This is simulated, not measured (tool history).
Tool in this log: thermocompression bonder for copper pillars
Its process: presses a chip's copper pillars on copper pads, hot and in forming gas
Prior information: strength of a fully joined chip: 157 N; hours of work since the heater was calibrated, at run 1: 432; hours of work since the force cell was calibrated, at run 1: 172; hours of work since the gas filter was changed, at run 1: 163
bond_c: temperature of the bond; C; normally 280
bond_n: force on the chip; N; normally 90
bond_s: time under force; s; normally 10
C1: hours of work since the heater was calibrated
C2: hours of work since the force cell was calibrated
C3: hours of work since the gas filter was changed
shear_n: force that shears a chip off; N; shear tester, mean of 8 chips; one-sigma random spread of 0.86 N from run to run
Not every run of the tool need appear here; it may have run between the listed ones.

run 1 hour=0 | bond_c=280 bond_n=90 bond_s=10 | C1=432 C2=172 C3=163 | shear_n=69.2
run 2 hour=10.4 | bond_c=280 bond_n=90 bond_s=10 | C1=437 C2=177 C3=168 | shear_n=68.8
run 3 hour=19.3 | bond_c=280 bond_n=90 bond_s=10 | C1=442 C2=181 C3=173 | shear_n=69.3
run 4 hour=25 | bond_c=280 bond_n=90 bond_s=10 | C1=444 C2=184 C3=175 | shear_n=69.7
run 5 hour=31.1 | bond_c=280 bond_n=90 bond_s=10 | C1=447 C2=187 C3=178 | shear_n=70.2
run 6 hour=38.3 | bond_c=280 bond_n=55 bond_s=10 | C1=451 C2=190 C3=182 | shear_n=54.4
run 7 hour=49.8 | bond_c=280 bond_n=90 bond_s=10 | C1=456 C2=196 C3=187 | shear_n=69.9
run 8 hour=61.5 | bond_c=260 bond_n=90 bond_s=10 | C1=462 C2=201 C3=193 | shear_n=58.4
run 9 hour=71.9 | bond_c=296 bond_n=90 bond_s=10 | C1=467 C2=206 C3=198 | shear_n=79.5
run 10 hour=84.6 | bond_c=296 bond_n=56 bond_s=10 | C1=473 C2=212 C3=204 | shear_n=64.8
run 11 hour=91.2 | bond_c=296 bond_n=56 bond_s=10 | C1=476 C2=216 C3=207 | shear_n=63.7
run 12 hour=101.2 | bond_c=296 bond_n=56 bond_s=10 | C1=481 C2=220 C3=212 | shear_n=61.6
run 13 hour=107.4 | bond_c=296 bond_n=56 bond_s=10 | C1=484 C2=223 C3=215 | shear_n=61.3
run 14 hour=113 | bond_c=296 bond_n=56 bond_s=10 | C1=486 C2=226 C3=217 | shear_n=64.5
run 15 hour=124.4 | bond_c=269 bond_n=86 bond_s=8 | C1=492 C2=231 C3=223 | shear_n=57
run 16 hour=135 | bond_c=262 bond_n=61 bond_s=10 | C1=497 C2=236 C3=228 | shear_n=48.1
run 17 hour=141.5 | bond_c=262 bond_n=61 bond_s=10 | C1=500 C2=240 C3=231 | shear_n=46.3
run 18 hour=151.8 | bond_c=288 bond_n=116 bond_s=20 | C1=505 C2=244 C3=236 | shear_n=105.3
run 19 hour=164.1 | bond_c=260 bond_n=116 bond_s=20 | C1=511 C2=250 C3=242 | shear_n=84.6
run 20 hour=174.6 | bond_c=253 bond_n=112 bond_s=12 | C1=516 C2=255 C3=247 | shear_n=63.5
run 21 hour=184.2 | bond_c=307 bond_n=112 bond_s=8 | C1=520 C2=260 C3=251 | shear_n=90.2
run 22 hour=193.5 | bond_c=307 bond_n=112 bond_s=8 | C1=525 C2=264 C3=256 | shear_n=93
run 23 hour=205.3 | bond_c=307 bond_n=112 bond_s=8 | C1=530 C2=270 C3=261 | shear_n=88.5
run 24 hour=214.6 | bond_c=307 bond_n=112 bond_s=8 | C1=535 C2=274 C3=266 | shear_n=91.2
run 25 hour=221.9 | bond_c=301 bond_n=115 bond_s=12 | C1=538 C2=278 C3=269 | shear_n=97.2
run 26 hour=234.1 | bond_c=303 bond_n=58 bond_s=30 | C1=544 C2=284 C3=275 | shear_n=97.8
run 27 hour=243.6 | bond_c=303 bond_n=58 bond_s=13 | C1=548 C2=288 C3=280 | shear_n=76

Each row is a separate what-if for the run after 27, all from the same tool condition, not one after another. Results?
run A hour=248.9 | bond_c=263 bond_n=77 bond_s=16 | C1=551 C2=291 C3=282 | shear_n=?
run B hour=248.9 | bond_c=302 bond_n=58 bond_s=13 | C1=551 C2=291 C3=282 | shear_n=?
run C hour=248.9 | bond_c=303 bond_n=106 bond_s=11 | C1=551 C2=291 C3=282 | shear_n=?
run D hour=248.9 | bond_c=301 bond_n=76 bond_s=15 | C1=551 C2=291 C3=282 | shear_n=?
run E hour=248.9 | bond_c=295 bond_n=84 bond_s=10 | C1=551 C2=291 C3=282 | shear_n=?

run=A shear_n=64.8
run=B shear_n=74
run=C shear_n=94
run=D shear_n=88.6
run=E shear_n=76
Stripped of hidden state, with their random variation kept, the same runs would have yielded:
run=A shear_n=65.5
run=B shear_n=74.8
run=C shear_n=94.9
run=D shear_n=89.4
run=E shear_n=76.7
